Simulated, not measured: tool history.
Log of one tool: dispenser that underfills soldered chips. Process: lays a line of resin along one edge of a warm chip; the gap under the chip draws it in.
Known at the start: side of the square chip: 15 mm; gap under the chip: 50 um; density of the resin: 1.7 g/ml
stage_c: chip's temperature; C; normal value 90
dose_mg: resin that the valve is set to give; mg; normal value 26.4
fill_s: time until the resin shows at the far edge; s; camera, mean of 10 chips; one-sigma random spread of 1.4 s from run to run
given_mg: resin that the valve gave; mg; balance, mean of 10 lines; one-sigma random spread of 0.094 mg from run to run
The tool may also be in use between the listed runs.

run  hour  stage_c  dose_mg  fill_s  given_mg
  1     0       90     26.4   166.1     26.25
      4.4  -- new syringe of resin
  2     7       90     26.4   149.8     25.94
  3    12       90     26.4   174.7     25.82
     13.7  -- new syringe of resin
  4  18.8       90     26.4   164.4     25.79
     23.1  -- new syringe of resin
  5    24       90     24.3   149.7     23.51
  6    30       90     24.3     183     23.49
     32.9  -- new syringe of resin
  7  33.2       90     24.3   153.9     23.58
  8  36.9       90     24.3   169.6      23.4
  9  40.7       78     27.8     264     26.66
     42.3  -- new syringe of resin
 10  43.9       97     23.3   128.1     22.46
 11  50.1      104     25.8   121.3     24.74
     51.7  -- new syringe of resin
 12  56.8       77     28.1   246.5      26.7
       61  -- new syringe of resin
 13    61       95     26.4   126.8     25.13
 14  65.3      103     24.4   117.8     23.18
     70.4  -- new syringe of resin
 15    72      102     33.5   103.5     31.89
 16    78      102     33.5     127     31.57

Some steps in fill_s between neighbouring runs. How much of each would the tool show without its hidden state too (settings, what came in, random variation), and how much is left for the hidden state, with any gauge scatter that isn't in both results?
Unlogged tool condition in this case: resin's viscosity, % of fresh resin's; dose that the valve gives, % of what is set; true chip temperature over the reading, C; drift of the gauge itself on fill_s, %; drift of the gauge itself on given_mg, %.
Run 9 -> 10: stage_c 78 -> 97, dose_mg 27.8 -> 23.3, new syringe of resin. fill_s -135.9 s: hidden state -54.1, all else -81.8.
